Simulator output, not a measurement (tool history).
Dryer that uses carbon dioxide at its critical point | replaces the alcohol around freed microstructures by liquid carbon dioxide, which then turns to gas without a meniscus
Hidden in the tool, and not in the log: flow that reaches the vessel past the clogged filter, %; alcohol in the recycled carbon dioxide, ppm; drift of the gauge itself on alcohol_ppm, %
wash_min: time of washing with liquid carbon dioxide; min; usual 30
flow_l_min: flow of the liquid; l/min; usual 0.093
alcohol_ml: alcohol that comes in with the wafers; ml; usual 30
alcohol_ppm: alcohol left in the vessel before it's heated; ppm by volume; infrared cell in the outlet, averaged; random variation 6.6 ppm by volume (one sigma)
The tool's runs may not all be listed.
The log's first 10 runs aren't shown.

| run | hour | wash_min | flow_l_min | alcohol_ml | hours of work since the filter was changed | hours of work since the purifier's bed was changed | alcohol_ppm |
|---|---|---|---|---|---|---|---|
| 11 | 274 | 30 | 0.093 | 30 | 562 | 305 | 583 |
|  | 294.2 | inlet filter changed |
| 12 | 294.2 | 30 | 0.093 | 30 | 0 | 318 | 347 |
| 13 | 328.8 | 30 | 0.093 | 30 | 23 | 342 | 384 |
| 14 | 358.8 | 30 | 0.093 | 30 | 44 | 362 | 370 |
| 15 | 398.8 | 30 | 0.093 | 30 | 71 | 389 | 401 |
| 16 | 420.7 | 30 | 0.093 | 66 | 85 | 404 | 782 |
| 17 | 439.4 | 30 | 0.093 | 66 | 98 | 416 | 800 |
| 18 | 461.8 | 30 | 0.0636 | 30 | 113 | 431 | 2011 |
| 19 | 478.8 | 30 | 0.0636 | 27 | 124 | 443 | 1783 |
| 20 | 501.1 | 30 | 0.0636 | 27 | 140 | 458 | 1835 |
| 21 | 536.2 | 30 | 0.0636 | 27 | 163 | 482 | 1867 |
| 22 | 552.6 | 30 | 0.0636 | 27 | 174 | 493 | 1931 |
| 23 | 576.2 | 19 | 0.093 | 30 | 190 | 509 | 2402 |
| 24 | 608.8 | 30 | 0.0735 | 30 | 212 | 531 | 1259 |
| 25 | 649.3 | 26 | 0.0581 | 54 | 239 | 558 | 7836 |
| 26 | 668.7 | 27 | 0.1018 | 50 | 253 | 571 | 776 |
| 27 | 695.9 | 47 | 0.0865 | 23 | 271 | 589 | 143 |
| 28 | 728.3 | 24 | 0.0909 | 21 | 293 | 611 | 988 |
| 29 | 761 | 47 | 0.143 | 40 | 315 | 633 | 124 |
| 30 | 778.3 | 23 | 0.093 | 89 | 326 | 645 | 4044 |
| 31 | 805.1 | 23 | 0.093 | 89 | 345 | 663 | 4195 |
| 32 | 829.3 | 30 | 0.0612 | 79 | 361 | 679 | 7094 |
| 33 | 865.4 | 22 | 0.093 | 30 | 385 | 704 | 1779 |
| 34 | 887.8 | 22 | 0.093 | 30 | 400 | 719 | 1789 |
| 35 | 916.9 | 22 | 0.093 | 51 | 420 | 738 | 2922 |

Forecast run 36:
| 36 | 952.9 | 44 | 0.1241 | 24 | 444 | 763 | ? |

Run 36 gave alcohol_ppm 143 ppm by volume.
Without the tool's hidden state the same run would have given alcohol_ppm 6 ppm by volume.

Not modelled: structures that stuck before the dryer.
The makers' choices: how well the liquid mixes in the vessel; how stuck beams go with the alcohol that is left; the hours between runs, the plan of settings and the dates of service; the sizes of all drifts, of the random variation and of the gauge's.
